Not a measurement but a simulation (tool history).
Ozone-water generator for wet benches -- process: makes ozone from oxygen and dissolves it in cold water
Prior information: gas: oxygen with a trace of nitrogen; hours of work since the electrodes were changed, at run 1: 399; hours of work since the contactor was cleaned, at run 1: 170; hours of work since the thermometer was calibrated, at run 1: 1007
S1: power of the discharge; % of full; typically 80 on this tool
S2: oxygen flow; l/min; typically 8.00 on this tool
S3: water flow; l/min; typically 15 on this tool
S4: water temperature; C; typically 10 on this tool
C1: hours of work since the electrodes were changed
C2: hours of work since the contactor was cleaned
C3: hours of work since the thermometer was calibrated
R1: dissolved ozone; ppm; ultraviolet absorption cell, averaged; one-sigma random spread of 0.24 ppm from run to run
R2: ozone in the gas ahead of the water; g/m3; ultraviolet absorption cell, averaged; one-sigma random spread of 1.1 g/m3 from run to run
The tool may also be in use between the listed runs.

| run | day | S1 | S2 | S3 | S4 | C1 | C2 | C3 | R1 | R2 |
|---|---|---|---|---|---|---|---|---|---|---|
| 1 | 0.000 | 80 | 8.00 | 15 | 10 | 399 | 170 | 1007 | 35.6 | 191.6 |
| 2 | 0.575 | 70 | 8.00 | 15 | 10 | 412 | 182 | 1019 | 32.8 | 177.9 |
| 3 | 1.496 | 70 | 8.00 | 15 | 10 | 431 | 201 | 1038 | 32.7 | 178.6 |
| 4 | 2.188 | 80 | 8.00 | 15 | 10 | 445 | 215 | 1053 | 35.7 | 193.6 |
| 5 | 2.858 | 80 | 8.00 | 15 | 10 | 459 | 230 | 1067 | 35.6 | 190.7 |
| 6 | 4.033 | 78 | 8.00 | 15 | 10 | 484 | 254 | 1092 | 35.1 | 190.3 |
| 7 | 5.042 | 80 | 8.00 | 15 | 10 | 505 | 275 | 1113 | 35.1 | 190.6 |
| 8 | 5.996 | 56 | 8.00 | 15 | 10 | 525 | 295 | 1133 | 29.4 | 156.1 |
| 9 | 6.804 | 56 | 8.00 | 15 | 10 | 542 | 312 | 1150 | 29.3 | 159.1 |
| 10 | 7.550 | 56 | 8.00 | 15 | 10 | 557 | 328 | 1165 | 29.0 | 156.7 |
| 11 | 8.104 | 56 | 8.00 | 15 | 10 | 569 | 339 | 1177 | 29.1 | 157.4 |
| 12 | 9.454 | 56 | 8.00 | 15 | 10 | 597 | 367 | 1205 | 29.2 | 157.3 |
| 13 | 10.521 | 56 | 11.99 | 20 | 15 | 620 | 390 | 1227 | 21.7 | 128.7 |
| 14 | 11.621 | 56 | 7.45 | 17 | 15 | 643 | 413 | 1250 | 24.4 | 161.6 |
| 15 | 12.417 | 56 | 9.84 | 13 | 15 | 659 | 429 | 1267 | 27.7 | 141.6 |
| 16 | 13.729 | 56 | 9.84 | 13 | 15 | 687 | 457 | 1294 | 27.7 | 141.3 |
| 17 | 14.833 | 76 | 8.00 | 19 | 7 | 710 | 480 | 1318 | 31.4 | 184.3 |
| 18 | 15.825 | 80 | 11.22 | 23 | 10 | 731 | 501 | 1338 | 27.1 | 161.4 |
| 19 | 16.938 | 80 | 11.22 | 23 | 10 | 754 | 524 | 1362 | 26.9 | 160.7 |
| 20 | 17.717 | 80 | 11.22 | 23 | 10 | 770 | 540 | 1378 | 26.9 | 161.1 |
| 21 | 18.479 | 80 | 4.97 | 23 | 12 | 786 | 556 | 1394 | 24.5 | 238.1 |
| 22 | 19.529 | 80 | 4.97 | 23 | 12 | 808 | 578 | 1416 | 24.3 | 237.0 |
| 23 | 20.567 | 42 | 6.63 | 15 | 10 | 830 | 600 | 1438 | 24.6 | 144.5 |
| 24 | 21.712 | 48 | 10.18 | 17 | 7 | 854 | 624 | 1462 | 25.5 | 127.4 |

Predict each of these 5 candidate next runs independently; none follows another, all start after run 24:
| A | 22.346 | 80 | 8.75 | 17 | 11 | 867 | 637 | 1475 | ? | ? |
| B | 22.346 | 46 | 8.00 | 15 | 5 | 867 | 637 | 1475 | ? | ? |
| C | 22.346 | 97 | 4.87 | 20 | 10 | 867 | 637 | 1475 | ? | ? |
| D | 22.346 | 80 | 6.41 | 15 | 6 | 867 | 637 | 1475 | ? | ? |
| E | 22.346 | 56 | 9.76 | 17 | 7 | 867 | 637 | 1475 | ? | ? |

| run | R1 | R2 |
|---|---|---|
| A | 31.4 | 183.1 |
| B | 27.7 | 141.0 |
| C | 30.9 | 263.4 |
| D | 37.3 | 209.2 |
| E | 27.8 | 140.3 |
Stripped of hidden state, with their random variation kept, the same runs would have yielded:
| run | R1 | R2 |
|---|---|---|
| A | 32.9 | 189.9 |
| B | 28.7 | 144.7 |
| C | 32.5 | 274.1 |
| D | 39.0 | 216.9 |
| E | 28.9 | 144.5 |
